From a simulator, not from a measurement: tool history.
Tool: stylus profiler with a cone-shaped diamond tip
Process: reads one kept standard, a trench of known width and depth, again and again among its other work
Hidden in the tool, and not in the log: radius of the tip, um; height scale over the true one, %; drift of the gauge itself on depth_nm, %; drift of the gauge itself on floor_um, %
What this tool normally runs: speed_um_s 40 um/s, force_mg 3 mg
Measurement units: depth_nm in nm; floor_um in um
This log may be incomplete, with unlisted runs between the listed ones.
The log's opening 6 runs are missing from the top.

run	hour	speed_um_s	force_mg	scans with this tip	hours of work since the height scale was calibrated	depth_nm	floor_um
7	256.3	153	3	2825	389	505.32	16.74
8	276	153	3	2936	404	505.25	16.7
9	317.3	153	3	3171	437	505.18	16.69
10	344.1	40	3	3323	458	505.41	17.06
11	367.8	40	3	3457	476	505.1	17.09
12	414.3	40	3	3721	512	505.17	17.11
13	448.4	40	3	3914	539	504.96	17.06
14	471.2	158	3	4044	557	505.44	16.68
15	511.4	24	3	4272	588	505.3	17.05
16	555.1	11	3	4520	622	505.34	17.08
17	589.6	40	4.06	4716	649	506.33	17.04
18	622.6	40	2.42	4903	675	504.75	16.92
19	652.7	40	3	5073	699	505.68	17.05
20	682.7	40	3	5244	722	505.24	17
21	711.1	40	1.95	5405	744	504.21	16.93
22	749.8	12	3	5624	774	505.48	17.08
23	771.9	40	1.45	5750	792	503.36	16.94

The next listed run, before its measurement:
24	809.2	40	1.45	5961	821	?	?

{"run 24": {"depth_nm": 503.61, "floor_um": 16.97}}
Without the tool's hidden state the same run would have given depth_nm 503.12 nm, floor_um 17.19 um.
